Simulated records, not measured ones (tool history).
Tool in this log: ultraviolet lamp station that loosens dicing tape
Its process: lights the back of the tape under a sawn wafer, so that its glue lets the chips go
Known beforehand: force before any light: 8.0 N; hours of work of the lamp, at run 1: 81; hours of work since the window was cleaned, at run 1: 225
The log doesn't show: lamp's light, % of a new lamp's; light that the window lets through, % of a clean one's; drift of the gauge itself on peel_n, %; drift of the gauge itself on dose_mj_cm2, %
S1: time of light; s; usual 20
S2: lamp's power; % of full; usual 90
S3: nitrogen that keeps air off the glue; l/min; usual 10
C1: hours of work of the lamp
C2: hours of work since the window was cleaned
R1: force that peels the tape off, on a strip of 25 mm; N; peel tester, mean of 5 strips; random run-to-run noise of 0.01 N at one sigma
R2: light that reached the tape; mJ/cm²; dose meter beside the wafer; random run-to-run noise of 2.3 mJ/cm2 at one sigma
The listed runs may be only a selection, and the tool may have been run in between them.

run    day  S1  S2  S3   C1   C2     R1   R2
  1  0.000  20  90  10   81  225  0.531  222
  2  0.342  20  90  10   86  230  0.513  224
  3  0.554  20  90  10   89  233  0.516  218
  4  0.758  20  90  10   92  235  0.540  223
  5  1.108  20  90  10   96  240  0.536  225
  6  1.375  20  90  10  100  244  0.534  220
  7  1.725  20  90  10  105  248  0.536  224
     1.954  -- window cleaned of glue's vapour
  8  2.062  20  90  10  109    1  0.559  214
  9  2.475  20  90  10  114    7  0.587  214
 10  2.658  20  90  10  117    9  0.564  215
 11  2.908  20  90  10  120   13  0.587  213
 12  3.142  10  90  10  123   16  1.994  110
 13  3.433  20  90  10  127   20  0.592  213
     3.512  -- window cleaned of glue's vapour, once more
 14  3.638  20  90  10  130    2  0.499  229
 15  3.888  20  90  10  133    5  0.502  228
 16  4.146  17  90  10  137    8  0.723  199
 17  4.479  17  90  10  141   13  0.712  195
 18  4.775  17  90  10  145   17  0.714  195
 19  4.954  17  90   8  147   19  0.820  193
 20  5.283  16  90   8  152   24  0.978  180
 21  5.600  16  72   8  156   28  1.409  146
 22  6.008  23  97   7  162   33  0.391  282
 23  6.200  23  97   7  164   36  0.402  282
 24  6.483  20  62   9  168   40  1.189  154
 25  6.692  20  74  19  171   43  0.563  187
 26  6.883  29  74   9  173   45  0.387  268
 27  7.204  29  74   9  178   50  0.381  271
 28  7.567  29  74  19  182   54  0.244  272
 29  7.821  29  74  19  186   58  0.252  269
 30  8.071  22  90   8  189   61  0.508  249
 31  8.396  22  90   8  194   66  0.478  249
 32  8.746  12  90  13  198   70  1.237  134
 33  9.142  39  90   5  204   76  0.200  434

Branching from run 33: 3 alternative next runs. What would each branch give?
  A  9.475  20  79  17  208  80   ?   ?
  B  9.475  13  90   5  208  80   ?   ?
  C  9.475  38  90   4  208  80   ?   ?

run     R1   R2
  A  0.490  196
  B  1.717  142
  C  0.243  425
Take away the tool's hidden state, keep each run's random variation, and the runs would have read:
run     R1   R2
  A  0.409  213
  B  1.523  154
  C  0.209  460

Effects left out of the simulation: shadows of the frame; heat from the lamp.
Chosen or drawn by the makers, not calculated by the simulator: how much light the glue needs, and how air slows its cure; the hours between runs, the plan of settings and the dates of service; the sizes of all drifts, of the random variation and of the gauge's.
